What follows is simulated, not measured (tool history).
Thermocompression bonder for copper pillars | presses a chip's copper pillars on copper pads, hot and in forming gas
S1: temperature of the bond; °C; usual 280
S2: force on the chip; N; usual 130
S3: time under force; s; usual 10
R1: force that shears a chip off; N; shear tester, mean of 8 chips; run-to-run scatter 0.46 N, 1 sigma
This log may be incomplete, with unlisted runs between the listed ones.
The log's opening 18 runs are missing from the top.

Run 19, day 18.379: usual settings. Result: R1 89.9 N.
Run 20, day 19.492: usual settings but S2 147 N. Result: R1 97.3 N.
Run 21, day 20.446: usual settings but S2 147 N. Result: R1 97.3 N.
Run 22, day 21.412: usual settings but S2 147 N, S3 5 s. Result: R1 79.4 N.
Run 23, day 22.617: usual settings but S1 252 °C, S2 147 N, S3 24 s. Result: R1 100.5 N.
Run 24, day 23.312: usual settings but S1 252 °C, S2 159 N, S3 24 s. Result: R1 104.9 N.
Run 25, day 23.946: usual settings but S1 252 °C, S2 159 N, S3 24 s. Result: R1 104.4 N.
Run 26, day 25.408: usual settings but S1 265 °C, S2 168 N, S3 13 s. Result: R1 101.4 N.
At day 25.533: forming gas filter changed.
Run 27, day 26.896: usual settings but S2 153 N, S3 15 s. Result: R1 107.5 N.
Run 28, day 28.342: usual settings but S1 274 °C, S2 155 N, S3 28 s. Result: R1 117.2 N.
Run 29, day 29.321: usual settings but S1 252 °C, S2 141 N, S3 6 s. Result: R1 64.4 N.
Run 30, day 30.388: usual settings but S1 252 °C, S2 141 N, S3 6 s. Result: R1 65.1 N.
Run 31, day 31.567: usual settings but S1 252 °C, S2 141 N, S3 6 s. Result: R1 65.1 N.
At day 32.354: force cell calibrated.
Run 32, day 32.838: usual settings but S1 252 °C, S2 82 N, S3 6 s. Result: R1 41.1 N.
Run 33, day 34.129: usual settings but S1 297 °C. Result: R1 98.6 N.
Run 34, day 34.838: usual settings but S1 297 °C. Result: R1 98.6 N.
Run 35, day 35.754: usual settings but S1 297 °C. Result: R1 98.8 N.
Run 36, day 36.838: usual settings but S1 299 °C, S2 132 N. Result: R1 100.3 N.
Run 37, day 37.862: usual settings but S1 299 °C, S2 132 N. Result: R1 100 N.
Run 38, day 39.038: usual settings but S1 294 °C, S2 191 N. Result: R1 115.1 N.
At day 39.221: forming gas filter changed.
Run 39, day 40.458: usual settings but S1 294 °C, S2 191 N. Result: R1 115.6 N.
Run 40, day 41.621: usual settings but S1 262 °C, S2 105 N. Result: R1 67.4 N.

What if the next run were any one of these 3? Each begins from the tool's condition after run 40:
Run A, day 43.038: usual settings but S1 299 °C, S2 126 N. Result: R1 ?.
Run B, day 43.038: usual settings but S1 254 °C, S2 109 N. Result: R1 ?.
Run C, day 43.038: usual settings but S1 292 °C, S2 105 N, S3 12 s. Result: R1 ?.

run    R1
  A  98.5
  B  64.4
  C  88.6
Had the tool no hidden state, the same runs would have come out as:
run    R1
  A   101
  B    66
  C  90.9

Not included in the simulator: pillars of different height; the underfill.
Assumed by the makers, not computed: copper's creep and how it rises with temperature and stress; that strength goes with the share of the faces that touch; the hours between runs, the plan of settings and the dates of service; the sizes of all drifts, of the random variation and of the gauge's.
